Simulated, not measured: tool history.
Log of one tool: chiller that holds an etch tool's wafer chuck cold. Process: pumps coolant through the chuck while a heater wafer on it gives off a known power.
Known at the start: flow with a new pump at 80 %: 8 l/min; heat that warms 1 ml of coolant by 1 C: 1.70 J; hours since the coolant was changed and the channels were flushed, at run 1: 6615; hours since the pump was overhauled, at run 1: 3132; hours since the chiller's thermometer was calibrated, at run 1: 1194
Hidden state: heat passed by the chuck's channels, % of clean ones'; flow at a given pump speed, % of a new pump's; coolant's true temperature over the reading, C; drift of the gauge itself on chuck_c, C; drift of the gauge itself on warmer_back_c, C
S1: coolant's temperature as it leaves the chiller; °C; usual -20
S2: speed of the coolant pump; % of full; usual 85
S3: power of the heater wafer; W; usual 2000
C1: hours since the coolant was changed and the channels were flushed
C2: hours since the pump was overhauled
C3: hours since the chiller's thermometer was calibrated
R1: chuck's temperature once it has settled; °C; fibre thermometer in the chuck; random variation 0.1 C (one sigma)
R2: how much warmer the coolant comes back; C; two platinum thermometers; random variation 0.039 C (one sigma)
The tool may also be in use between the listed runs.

Run 1, hour 0: usual settings; C1 6615; C2 3132; C3 1194. Result: R1 0.7 °C, R2 8.51 C.
At hour 54.5: coolant changed, channels flushed.
Run 2, hour 88.8: usual settings; C1 34; C2 3215; C3 1277. Result: R1 -1.8 °C, R2 8.46 C.
Run 3, hour 134.8: usual settings; C1 80; C2 3261; C3 1323. Result: R1 -1.6 °C, R2 8.38 C.
Run 4, hour 196.1: usual settings but S3 2354 W; C1 142; C2 3322; C3 1384. Result: R1 1.6 °C, R2 9.92 C.
Run 5, hour 289.9: usual settings but S3 2354 W; C1 235; C2 3416; C3 1478. Result: R1 1.7 °C, R2 10.07 C.
Run 6, hour 366.8: usual settings but S3 2354 W; C1 312; C2 3492; C3 1555. Result: R1 1.7 °C, R2 9.99 C.
Run 7, hour 429: usual settings but S1 -26 °C, S3 2354 W; C1 374; C2 3555; C3 1617. Result: R1 -4.4 °C, R2 10.06 C.
Run 8, hour 518.6: usual settings; C1 464; C2 3644; C3 1707. Result: R1 -1.4 °C, R2 8.47 C.
Run 9, hour 562.2: usual settings; C1 508; C2 3688; C3 1750. Result: R1 -1.5 °C, R2 8.45 C.
Run 10, hour 612.9: usual settings; C1 558; C2 3739; C3 1801. Result: R1 -1.3 °C, R2 8.52 C.
Run 11, hour 680.2: usual settings but S2 86 % of full; C1 626; C2 3806; C3 1868. Result: R1 -1.3 °C, R2 8.38 C.
Run 12, hour 719.9: usual settings but S2 86 % of full, S3 2128 W; C1 665; C2 3846; C3 1908. Result: R1 -0.3 °C, R2 8.96 C.
Run 13, hour 810.1: usual settings but S2 86 % of full, S3 2128 W; C1 756; C2 3936; C3 1998. Result: R1 -0.1 °C, R2 9.01 C.
Run 14, hour 865.2: usual settings; C1 811; C2 3991; C3 2053. Result: R1 -1.2 °C, R2 8.53 C.
Run 15, hour 926: usual settings but S1 -28 °C; C1 871; C2 4052; C3 2114. Result: R1 -9 °C, R2 8.56 C.
Run 16, hour 1014.3: usual settings but S1 -28 °C; C1 960; C2 4140; C3 2202. Result: R1 -9.2 °C, R2 8.59 C.
Run 17, hour 1099.8: usual settings but S1 -23 °C, S2 63 % of full, S3 1057 W; C1 1045; C2 4225; C3 2288. Result: R1 -10.6 °C, R2 6.13 C.
Run 18, hour 1148.4: usual settings but S1 -15 °C, S2 80 % of full, S3 1788 W; C1 1094; C2 4274; C3 2337. Result: R1 2.6 °C, R2 8.18 C.
Run 19, hour 1190.4: usual settings but S1 -15 °C, S2 80 % of full, S3 1788 W; C1 1136; C2 4316; C3 2379. Result: R1 2.6 °C, R2 8.1 C.
Run 20, hour 1277.1: usual settings but S1 -15 °C, S2 80 % of full, S3 1788 W; C1 1223; C2 4403; C3 2465. Result: R1 2.6 °C, R2 8.14 C.
Run 21, hour 1334.9: usual settings but S3 1872 W; C1 1280; C2 4461; C3 2523. Result: R1 -2.1 °C, R2 8.01 C.
Run 22, hour 1388.3: usual settings but S3 1453 W; C1 1334; C2 4514; C3 2576. Result: R1 -5.9 °C, R2 6.23 C.
Run 23, hour 1453: usual settings but S3 1465 W; C1 1398; C2 4579; C3 2641. Result: R1 -5.7 °C, R2 6.3 C.
Run 24, hour 1546.6: usual settings but S3 1465 W; C1 1492; C2 4672; C3 2735. Result: R1 -5.8 °C, R2 6.22 C.
Run 25, hour 1617.9: usual settings but S3 1465 W; C1 1563; C2 4744; C3 2806. Result: R1 -5.9 °C, R2 6.3 C.
Run 26, hour 1674.9: usual settings but S1 -17 °C; C1 1620; C2 4801; C3 2863. Result: R1 2.3 °C, R2 8.65 C.
Run 27, hour 1720.3: usual settings but S1 -22 °C; C1 1666; C2 4846; C3 2909. Result: R1 -2.8 °C, R2 8.69 C.
Run 28, hour 1806.4: usual settings but S1 -22 °C; C1 1752; C2 4932; C3 2995. Result: R1 -2.7 °C, R2 8.6 C.
Run 29, hour 1900.5: usual settings but S1 -15 °C, S3 1306 W; C1 1846; C2 5026; C3 3089. Result: R1 -2.2 °C, R2 5.56 C.
Run 30, hour 1943.5: usual settings but S1 -19 °C, S2 81 % of full, S3 1440 W; C1 1889; C2 5069; C3 3132. Result: R1 -4.4 °C, R2 6.43 C.
Run 31, hour 2035.2: usual settings but S1 -22 °C, S3 2422 W; C1 1981; C2 5161; C3 3223. Result: R1 1.4 °C, R2 10.41 C.
Run 32, hour 2092.3: usual settings but S1 -22 °C, S3 2422 W; C1 2038; C2 5218; C3 3280. Result: R1 1.5 °C, R2 10.37 C.

4 ways to go on from here, each from the tool as it stands after run 32. What would each give?
Run A, hour 2144: usual settings but S3 2770 W; C1 2090; C2 5270; C3 3332. Result: R1 ?, R2 ?.
Run B, hour 2144: usual settings but S3 2855 W; C1 2090; C2 5270; C3 3332. Result: R1 ?, R2 ?.
Run C, hour 2144: usual settings but S1 -22 °C, S2 75 % of full, S3 1009 W; C1 2090; C2 5270; C3 3332. Result: R1 ?, R2 ?.
Run D, hour 2144: usual settings but S2 79 % of full; C1 2090; C2 5270; C3 3332. Result: R1 ?, R2 ?.

run     R1     R2
  A    6.7     12
  B    7.6  12.32
  C  -11.1   4.95
  D    0.4   9.31
Without the tool's hidden state the same runs would have given:
run     R1     R2
  A    4.4  11.52
  B    5.2  11.83
  C  -12.3   4.75
  D   -1.5   8.94
